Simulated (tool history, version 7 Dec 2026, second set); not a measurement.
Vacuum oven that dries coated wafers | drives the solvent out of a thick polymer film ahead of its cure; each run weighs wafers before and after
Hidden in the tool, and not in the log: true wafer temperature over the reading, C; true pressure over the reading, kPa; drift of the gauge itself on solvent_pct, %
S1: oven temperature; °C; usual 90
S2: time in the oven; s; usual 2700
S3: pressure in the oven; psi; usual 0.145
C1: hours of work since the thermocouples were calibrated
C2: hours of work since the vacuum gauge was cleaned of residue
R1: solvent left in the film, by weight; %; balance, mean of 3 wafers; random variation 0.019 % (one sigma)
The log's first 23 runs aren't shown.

Run 24, hour 351.8: usual settings but S3 0.476 psi; C1 11; C2 558. Result: R1 2.36 %.
Run 25, hour 371.3: usual settings but S1 104 °C, S2 2940 s, S3 0.502 psi; C1 24; C2 571. Result: R1 1.15 %.
Run 26, hour 383.1: usual settings but S1 80 °C, S2 2400 s; C1 33; C2 580. Result: R1 4.4 %.
Run 27, hour 393.2: usual settings but S1 77 °C, S2 1380 s, S3 0.529 psi; C1 40; C2 587. Result: R1 11.02 %.
Run 28, hour 404.6: usual settings but S3 0.22 psi; C1 48; C2 595. Result: R1 1.47 %.
Run 29, hour 416.9: usual settings but S2 1980 s, S3 0.22 psi; C1 57; C2 604. Result: R1 2.4 %.
Run 30, hour 434.7: usual settings but S3 0.278 psi; C1 69; C2 616. Result: R1 1.71 %.
Run 31, hour 446.6: usual settings but S1 103 °C, S2 4860 s, S3 0.339 psi; C1 78; C2 625. Result: R1 0.78 %.
Run 32, hour 467: usual settings but S1 84 °C, S2 1320 s; C1 92; C2 639. Result: R1 6.59 %.
Run 33, hour 484.1: usual settings but S1 104 °C, S3 0.335 psi; C1 104; C2 651. Result: R1 0.79 %.
Run 34, hour 503.9: usual settings but S1 99 °C, S2 4620 s, S3 0.435 psi; C1 118; C2 665. Result: R1 1.17 %.
Run 35, hour 523.3: usual settings but S1 84 °C, S2 2580 s, S3 0.412 psi; C1 132; C2 679. Result: R1 3.73 %.
Run 36, hour 541.9: usual settings but S1 103 °C, S2 4020 s, S3 0.083 psi; C1 145; C2 692. Result: R1 0.22 %.
Run 37, hour 554.9: usual settings but S1 103 °C, S2 4020 s, S3 0.083 psi; C1 155; C2 702. Result: R1 0.22 %.
Run 38, hour 573.9: usual settings but S2 1800 s; C1 168; C2 715. Result: R1 2.51 %.
Run 39, hour 586.8: usual settings but S2 1620 s; C1 177; C2 724. Result: R1 3.02 %.
Run 40, hour 602.4: usual settings but S2 1620 s; C1 188; C2 735. Result: R1 3 %.
Run 41, hour 611.6: usual settings but S2 1620 s; C1 195; C2 742. Result: R1 3.01 %.
Run 42, hour 628.1: usual settings but S1 84 °C, S2 1680 s; C1 207; C2 753. Result: R1 4.87 %.

The next listed run, before its measurement:
Run 43, hour 644.1: usual settings but S2 4200 s, S3 0.112 psi; C1 218; C2 765. Result: R1 ?.

R1: 0.54 %
Without the tool's hidden state the same run would have given R1 0.55 %.
